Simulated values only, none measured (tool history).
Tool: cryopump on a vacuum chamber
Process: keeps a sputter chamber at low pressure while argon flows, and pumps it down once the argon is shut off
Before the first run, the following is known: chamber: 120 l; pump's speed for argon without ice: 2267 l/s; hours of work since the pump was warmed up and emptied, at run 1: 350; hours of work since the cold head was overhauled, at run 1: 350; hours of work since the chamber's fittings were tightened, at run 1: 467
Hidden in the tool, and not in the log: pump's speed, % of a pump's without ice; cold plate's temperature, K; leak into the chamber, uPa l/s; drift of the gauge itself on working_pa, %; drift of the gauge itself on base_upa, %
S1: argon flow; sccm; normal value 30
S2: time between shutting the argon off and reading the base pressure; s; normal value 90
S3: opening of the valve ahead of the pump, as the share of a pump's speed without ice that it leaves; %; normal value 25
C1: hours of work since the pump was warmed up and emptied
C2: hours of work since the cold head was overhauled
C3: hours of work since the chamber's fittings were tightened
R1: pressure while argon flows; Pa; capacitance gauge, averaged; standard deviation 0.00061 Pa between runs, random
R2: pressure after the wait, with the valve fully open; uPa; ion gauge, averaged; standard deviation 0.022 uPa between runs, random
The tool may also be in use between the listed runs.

| run | hour | S1 | S2 | S3 | C1 | C2 | C3 | R1 | R2 |
|---|---|---|---|---|---|---|---|---|---|
| 1 | 0.0 | 30 | 90 | 25 | 350 | 350 | 467 | 0.0918 | 0.67 |
| 2 | 46.0 | 30 | 90 | 25 | 370 | 370 | 487 | 0.0910 | 0.63 |
| 3 | 80.3 | 30 | 90 | 25 | 385 | 385 | 502 | 0.0921 | 0.63 |
| 4 | 109.0 | 30 | 90 | 52 | 398 | 398 | 515 | 0.0449 | 0.65 |
| 5 | 160.7 | 30 | 90 | 52 | 420 | 420 | 537 | 0.0459 | 0.68 |
| 6 | 222.6 | 30 | 90 | 52 | 448 | 448 | 565 | 0.0464 | 0.66 |
| 7 | 275.1 | 30 | 90 | 21 | 471 | 471 | 588 | 0.1108 | 0.69 |
|  | 286.4 | pump warmed up, emptied and cooled again |
| 8 | 315.1 | 30 | 26 | 25 | 13 | 486 | 603 | 0.0904 | 1.63 |
| 9 | 382.7 | 30 | 26 | 25 | 42 | 516 | 633 | 0.0900 | 1.69 |
| 10 | 418.4 | 30 | 70 | 15 | 58 | 532 | 649 | 0.1497 | 0.72 |
| 11 | 470.4 | 30 | 70 | 15 | 81 | 555 | 672 | 0.1496 | 0.76 |
| 12 | 527.3 | 18 | 70 | 36 | 106 | 580 | 697 | 0.0386 | 0.79 |

Here are 4 independent what-if runs from the current tool condition. What would each one return?
| A | 594.8 | 30 | 60 | 29 | 136 | 610 | 726 | ? | ? |
| B | 594.8 | 18 | 70 | 29 | 136 | 610 | 726 | ? | ? |
| C | 594.8 | 36 | 70 | 36 | 136 | 610 | 726 | ? | ? |
| D | 594.8 | 18 | 21 | 36 | 136 | 610 | 726 | ? | ? |

| run | R1 | R2 |
|---|---|---|
| A | 0.0783 | 0.86 |
| B | 0.0462 | 0.79 |
| C | 0.0758 | 0.75 |
| D | 0.0375 | 2.04 |
Without the tool's hidden state the same runs would have given:
| run | R1 | R2 |
|---|---|---|
| A | 0.0772 | 0.77 |
| B | 0.0455 | 0.70 |
| C | 0.0745 | 0.66 |
| D | 0.0368 | 1.95 |
